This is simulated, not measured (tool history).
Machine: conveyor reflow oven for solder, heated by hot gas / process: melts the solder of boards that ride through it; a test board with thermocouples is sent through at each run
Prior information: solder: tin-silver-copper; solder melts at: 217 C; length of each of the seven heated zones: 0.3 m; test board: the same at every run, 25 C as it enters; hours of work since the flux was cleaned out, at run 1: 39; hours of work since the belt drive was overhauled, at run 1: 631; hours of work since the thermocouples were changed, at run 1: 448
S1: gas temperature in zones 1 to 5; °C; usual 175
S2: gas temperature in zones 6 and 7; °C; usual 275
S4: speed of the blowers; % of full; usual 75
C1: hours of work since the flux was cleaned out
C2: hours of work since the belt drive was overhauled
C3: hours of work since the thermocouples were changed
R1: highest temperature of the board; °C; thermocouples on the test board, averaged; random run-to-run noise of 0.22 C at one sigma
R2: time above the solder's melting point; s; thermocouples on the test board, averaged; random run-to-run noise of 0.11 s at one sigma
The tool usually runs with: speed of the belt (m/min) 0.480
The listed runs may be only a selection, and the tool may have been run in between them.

Run 1, hour 0.0: usual settings; C1 39; C2 631; C3 448. Result: R1 260.6 °C, R2 62.9 s.
Run 2, hour 28.0: usual settings; C1 52; C2 643; C3 460. Result: R1 260.5 °C, R2 62.8 s.
Run 3, hour 63.9: usual settings; C1 68; C2 659; C3 476. Result: R1 260.1 °C, R2 62.9 s.
Run 4, hour 99.8: usual settings; C1 84; C2 675; C3 492. Result: R1 260.5 °C, R2 62.6 s.
Run 5, hour 141.6: usual settings but speed of the belt (m/min) 0.577; C1 102; C2 694; C3 511. Result: R1 254.8 °C, R2 48.1 s.
Run 6, hour 167.7: usual settings but speed of the belt (m/min) 0.577, S4 64 % of full; C1 114; C2 705; C3 522. Result: R1 251.8 °C, R2 45.8 s.
Run 7, hour 203.4: usual settings but S2 264 °C; C1 130; C2 721; C3 538. Result: R1 250.2 °C, R2 56.6 s.
Run 8, hour 238.8: usual settings; C1 145; C2 737; C3 554. Result: R1 260.0 °C, R2 62.7 s.
Run 9, hour 263.3: usual settings; C1 156; C2 748; C3 565. Result: R1 260.2 °C, R2 62.8 s.
Run 10, hour 299.9: usual settings; C1 173; C2 764; C3 581. Result: R1 259.9 °C, R2 62.7 s.
Run 11, hour 323.1: usual settings but S2 263 °C; C1 183; C2 774; C3 592. Result: R1 249.5 °C, R2 56.1 s.
Run 12, hour 358.1: usual settings; C1 198; C2 790; C3 607. Result: R1 260.0 °C, R2 62.6 s.
Run 13, hour 382.4: usual settings; C1 209; C2 801; C3 618. Result: R1 259.9 °C, R2 62.6 s.
Run 14, hour 404.1: usual settings; C1 219; C2 810; C3 628. Result: R1 259.5 °C, R2 62.5 s.
Run 15, hour 435.4: usual settings but S1 188 °C, speed of the belt (m/min) 0.413; C1 233; C2 824; C3 641. Result: R1 265.0 °C, R2 81.7 s.
Run 16, hour 483.7: usual settings but S1 160 °C, S2 286 °C; C1 254; C2 846; C3 663. Result: R1 267.5 °C, R2 61.9 s.
Run 17, hour 524.0: usual settings but S1 161 °C, S2 281 °C, speed of the belt (m/min) 0.411, S4 64 % of full; C1 272; C2 864; C3 681. Result: R1 265.9 °C, R2 72.8 s.
At hour 531.8: flux residue cleaned out of gas plates and filters.
Run 18, hour 560.4: usual settings but S1 161 °C, S2 281 °C, speed of the belt (m/min) 0.411, S4 64 % of full; C1 13; C2 878; C3 695. Result: R1 265.7 °C, R2 72.1 s.
Run 19, hour 609.2: usual settings but S1 161 °C, S2 281 °C, speed of the belt (m/min) 0.411, S4 64 % of full; C1 34; C2 899; C3 717. Result: R1 265.3 °C, R2 72.4 s.
At hour 645.2: belt drive overhauled, speed set with a stopwatch.
Run 20, hour 647.5: usual settings but S1 161 °C, S2 281 °C, speed of the belt (m/min) 0.411, S4 64 % of full; C1 50; C2 1; C3 732. Result: R1 264.6 °C, R2 70.5 s.
Run 21, hour 686.4: usual settings but S1 161 °C, S2 281 °C, speed of the belt (m/min) 0.411, S4 64 % of full; C1 67; C2 18; C3 749. Result: R1 264.9 °C, R2 70.5 s.
Run 22, hour 715.2: usual settings but S1 161 °C, S2 281 °C, speed of the belt (m/min) 0.411, S4 64 % of full; C1 80; C2 31; C3 762. Result: R1 264.6 °C, R2 70.6 s.
Run 23, hour 747.5: usual settings but S2 279 °C, speed of the belt (m/min) 0.484, S4 55 % of full; C1 94; C2 46; C3 776. Result: R1 257.1 °C, R2 58.6 s.
At hour 771.6: flux residue cleaned out of gas plates and filters, once more.
Run 24, hour 797.8: usual settings but S4 64 % of full; C1 12; C2 66; C3 797. Result: R1 257.6 °C, R2 60.0 s.
Run 25, hour 836.2: usual settings but S1 186 °C, S4 76 % of full; C1 29; C2 83; C3 814. Result: R1 260.9 °C, R2 66.5 s.
Run 26, hour 885.2: usual settings but S1 167 °C, S2 286 °C, speed of the belt (m/min) 0.494, S4 64 % of full; C1 51; C2 105; C3 835. Result: R1 264.6 °C, R2 59.3 s.
Run 27, hour 920.8: usual settings but S1 167 °C, S2 282 °C, speed of the belt (m/min) 0.494, S4 64 % of full; C1 66; C2 120; C3 851. Result: R1 261.3 °C, R2 57.7 s.
Run 28, hour 948.8: usual settings but S1 181 °C, S4 64 % of full; C1 79; C2 133; C3 864. Result: R1 258.2 °C, R2 62.6 s.

Subtracting, for every run, the result it would have given without the tool's unlogged condition from the measured result gives the following. The same run-to-run variation enters both numbers; the gauge's scatter may not:
Unlogged tool condition in this case: heat that the gas passes to the board, % of a clean oven's; belt's true speed, % of the reading; true gas temperature in zones 6 and 7 over the reading, C; drift of the gauge itself on peak_c, C; drift of the gauge itself on liquid_s, %.
run    R1    R2
  1  -0.9  +0.3
  2  -0.9  +0.3
  3  -0.9  +0.3
  4  -1.0  +0.3
  5  -1.0  +0.0
  6  -1.0  +0.0
  7  -1.2  -0.1
  8  -1.3  +0.1
  9  -1.3  +0.1
 10  -1.5  +0.1
 11  -1.4  -0.2
 12  -1.6  +0.1
 13  -1.6  +0.0
 14  -1.7  +0.1
 15  -1.6  +0.5
 16  -1.8  +0.0
 17  -1.8  +0.1
 18  -2.1  -0.1
 19  -2.2  -0.1
 20  -2.8  -1.8
 21  -2.9  -1.9
 22  -3.0  -1.9
 23  -3.0  -1.9
 24  -2.0  -1.1
 25  -2.0  -0.9
 26  -2.2  -1.0
 27  -2.2  -1.1
 28  -2.3  -1.2
